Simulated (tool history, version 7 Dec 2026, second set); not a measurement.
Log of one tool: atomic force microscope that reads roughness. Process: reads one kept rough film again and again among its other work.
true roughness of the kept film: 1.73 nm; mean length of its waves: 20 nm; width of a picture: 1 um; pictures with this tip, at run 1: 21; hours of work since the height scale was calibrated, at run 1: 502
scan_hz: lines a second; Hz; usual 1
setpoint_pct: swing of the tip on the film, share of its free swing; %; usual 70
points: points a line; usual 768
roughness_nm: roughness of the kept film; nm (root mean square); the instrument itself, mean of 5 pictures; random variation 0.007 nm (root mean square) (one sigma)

run	hour	scan_hz	setpoint_pct	points	pictures with this tip	hours of work since the height scale was calibrated	roughness_nm
1	0	1	70	768	21	502	1.352
2	20.7	1	70	768	52	511	1.236
3	57.8	1	70	768	107	528	1.06
# hour 64.8: new tip fitted
4	74.4	1	70	768	14	535	1.363
5	104.4	1	70	768	59	549	1.18
6	134.8	1	57	768	104	563	1.048
# hour 141.8: new tip fitted
7	156.6	1	57	768	22	572	1.337
8	192.5	1	70	768	76	589	1.132
# hour 218.3: new tip fitted
9	229.2	1	70	768	17	605	1.367
10	251.5	1	70	768	50	615	1.211
11	289.8	1	70	768	107	632	1.034
# hour 296.3: new tip fitted
12	306.6	1	56	438	15	640	1.365
13	338.8	1.06	83	740	63	654	1.138
14	369.1	1.59	60	768	109	668	1.055
# hour 374.1: new tip fitted
15	402.7	1	75	768	43	683	1.241
16	435.5	1	70	339	92	698	1.063
# hour 450.3: new tip fitted
17	451.7	1.09	70	339	2	705	1.403
18	469.7	1.42	57	306	29	713	1.309
19	497.5	1.42	57	306	71	726	1.124
# hour 529: new tip fitted
20	529.3	1.42	57	306	0	740	1.414

Forecast run 21:
21	552.9	1.42	57	306	36	751	?

{"run 21": {"roughness_nm": 1.253}}
Without the tool's hidden state the same run would have given roughness_nm 1.417 nm (root mean square).
